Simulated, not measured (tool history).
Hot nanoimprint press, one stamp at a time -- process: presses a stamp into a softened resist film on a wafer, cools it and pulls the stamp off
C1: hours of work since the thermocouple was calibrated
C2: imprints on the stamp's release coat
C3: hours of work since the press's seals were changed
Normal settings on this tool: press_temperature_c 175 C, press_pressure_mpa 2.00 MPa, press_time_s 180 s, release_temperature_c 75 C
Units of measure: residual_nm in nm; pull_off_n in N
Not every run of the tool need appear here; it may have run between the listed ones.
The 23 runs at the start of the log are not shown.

{"run": 24, "hour": 282.2, "press_temperature_c": 169, "press_pressure_mpa": 1.73, "press_time_s": 90, "release_temperature_c": 73, "C1": 66, "C2": 1048, "C3": 227, "residual_nm": 401.4, "pull_off_n": 236}
{"run": 25, "hour": 291.4, "press_temperature_c": 169, "press_pressure_mpa": 1.73, "press_time_s": 90, "release_temperature_c": 73, "C1": 71, "C2": 1086, "C3": 232, "residual_nm": 401.5, "pull_off_n": 233}
{"run": 26, "hour": 305.7, "press_temperature_c": 169, "press_pressure_mpa": 1.73, "press_time_s": 90, "release_temperature_c": 73, "C1": 80, "C2": 1144, "C3": 241, "residual_nm": 400.6, "pull_off_n": 237}
{"run": 27, "hour": 316.8, "press_temperature_c": 169, "press_pressure_mpa": 2.0, "press_time_s": 232, "release_temperature_c": 75, "C1": 87, "C2": 1190, "C3": 248, "residual_nm": 308.2, "pull_off_n": 240}
{"run": 28, "hour": 328.7, "press_temperature_c": 180, "press_pressure_mpa": 1.43, "press_time_s": 180, "release_temperature_c": 61, "C1": 94, "C2": 1238, "C3": 255, "residual_nm": 245.5, "pull_off_n": 301}
{"run": 29, "hour": 340.5, "press_temperature_c": 180, "press_pressure_mpa": 1.43, "press_time_s": 180, "release_temperature_c": 61, "C1": 101, "C2": 1286, "C3": 262, "residual_nm": 245.9, "pull_off_n": 304}
{"run": 30, "hour": 351.5, "press_temperature_c": 175, "press_pressure_mpa": 2.0, "press_time_s": 146, "release_temperature_c": 76, "C1": 108, "C2": 1331, "C3": 269, "residual_nm": 271.4, "pull_off_n": 236}
{"run": 31, "hour": 364.4, "press_temperature_c": 187, "press_pressure_mpa": 1.68, "press_time_s": 123, "release_temperature_c": 76, "C1": 116, "C2": 1384, "C3": 277, "residual_nm": 190.7, "pull_off_n": 232}

Here are 3 independent what-if runs from the current tool condition. What would each one return?
{"run": "A", "hour": 380.2, "press_temperature_c": 174, "press_pressure_mpa": 1.68, "press_time_s": 119, "release_temperature_c": 76, "C1": 126, "C2": 1448, "C3": 287, "residual_nm": "?", "pull_off_n": "?"}
{"run": "B", "hour": 380.2, "press_temperature_c": 187, "press_pressure_mpa": 3.14, "press_time_s": 123, "release_temperature_c": 76, "C1": 126, "C2": 1448, "C3": 287, "residual_nm": "?", "pull_off_n": "?"}
{"run": "C", "hour": 380.2, "press_temperature_c": 175, "press_pressure_mpa": 1.94, "press_time_s": 180, "release_temperature_c": 75, "C1": 126, "C2": 1448, "C3": 287, "residual_nm": "?", "pull_off_n": "?"}

run=A residual_nm=326.9 pull_off_n=249
run=B residual_nm=132.8 pull_off_n=244
run=C residual_nm=260.7 pull_off_n=247
The same runs, with their run-to-run variation unchanged, on a tool lacking any hidden condition would have given:
run=A residual_nm=319.6 pull_off_n=179
run=B residual_nm=128.2 pull_off_n=175
run=C residual_nm=253.5 pull_off_n=177
